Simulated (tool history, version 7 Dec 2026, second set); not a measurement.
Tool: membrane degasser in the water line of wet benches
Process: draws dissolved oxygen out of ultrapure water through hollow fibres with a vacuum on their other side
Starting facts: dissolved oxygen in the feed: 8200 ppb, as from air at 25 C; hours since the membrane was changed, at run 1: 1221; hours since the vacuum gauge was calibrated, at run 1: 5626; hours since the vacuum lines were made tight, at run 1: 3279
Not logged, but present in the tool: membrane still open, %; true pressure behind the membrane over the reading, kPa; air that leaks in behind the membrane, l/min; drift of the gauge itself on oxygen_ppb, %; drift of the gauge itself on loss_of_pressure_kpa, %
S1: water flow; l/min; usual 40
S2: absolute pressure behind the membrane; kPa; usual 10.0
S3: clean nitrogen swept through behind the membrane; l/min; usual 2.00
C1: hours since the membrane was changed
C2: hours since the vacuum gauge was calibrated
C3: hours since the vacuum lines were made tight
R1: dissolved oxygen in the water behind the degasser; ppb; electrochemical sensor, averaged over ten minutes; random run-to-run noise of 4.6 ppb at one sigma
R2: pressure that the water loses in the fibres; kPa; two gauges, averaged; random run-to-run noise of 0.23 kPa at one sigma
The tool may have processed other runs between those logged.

Run 1, hour 0.0: usual settings; C1 1221; C2 5626; C3 3279. Result: R1 487.4 ppb, R2 60.09 kPa.
Run 2, hour 45.6: usual settings; C1 1266; C2 5672; C3 3325. Result: R1 497.5 ppb, R2 59.86 kPa.
Run 3, hour 79.0: usual settings; C1 1300; C2 5705; C3 3358. Result: R1 488.0 ppb, R2 60.21 kPa.
Run 4, hour 128.5: usual settings; C1 1349; C2 5755; C3 3408. Result: R1 488.0 ppb, R2 60.44 kPa.
Run 5, hour 164.0: usual settings but S3 2.80 l/min; C1 1385; C2 5790; C3 3443. Result: R1 418.1 ppb, R2 60.45 kPa.
Run 6, hour 188.1: usual settings but S2 7.5 kPa; C1 1409; C2 5814; C3 3467. Result: R1 389.1 ppb, R2 60.33 kPa.
Run 7, hour 212.8: usual settings; C1 1434; C2 5839; C3 3492. Result: R1 499.7 ppb, R2 60.56 kPa.
Run 8, hour 240.8: usual settings; C1 1462; C2 5867; C3 3520. Result: R1 487.3 ppb, R2 60.88 kPa.
Run 9, hour 261.9: usual settings; C1 1483; C2 5888; C3 3541. Result: R1 489.6 ppb, R2 60.56 kPa.
Run 10, hour 311.9: usual settings; C1 1533; C2 5938; C3 3591. Result: R1 486.4 ppb, R2 60.04 kPa.
Run 11, hour 345.7: usual settings but S3 2.34 l/min; C1 1566; C2 5972; C3 3625. Result: R1 464.5 ppb, R2 60.47 kPa.
Run 12, hour 395.1: usual settings; C1 1616; C2 6021; C3 3674. Result: R1 489.5 ppb, R2 60.43 kPa.
Run 13, hour 444.4: usual settings; C1 1665; C2 6071; C3 3724. Result: R1 492.3 ppb, R2 59.82 kPa.
Run 14, hour 477.2: usual settings but S1 34 l/min, S2 11.5 kPa, S3 4.69 l/min; C1 1698; C2 6103; C3 3757. Result: R1 258.5 ppb, R2 51.25 kPa.
Run 15, hour 522.4: usual settings but S1 34 l/min, S2 11.5 kPa, S3 2.09 l/min; C1 1743; C2 6149; C3 3802. Result: R1 420.6 ppb, R2 51.06 kPa.
Run 16, hour 570.8: usual settings but S1 50 l/min, S2 11.5 kPa, S3 2.13 l/min; C1 1792; C2 6197; C3 3850. Result: R1 756.9 ppb, R2 75.61 kPa.

What will run 17 give?
Run 17, hour 602.6: usual settings but S1 38 l/min, S2 19.7 kPa, S3 4.43 l/min; C1 1823; C2 6229; C3 3882. Result: R1 ?, R2 ?.

{"run 17": {"R1": 488.2, "R2": 57.62}}
Had the tool carried no hidden state, the very same run would have given R1 464.8 ppb, R2 56.37 kPa.
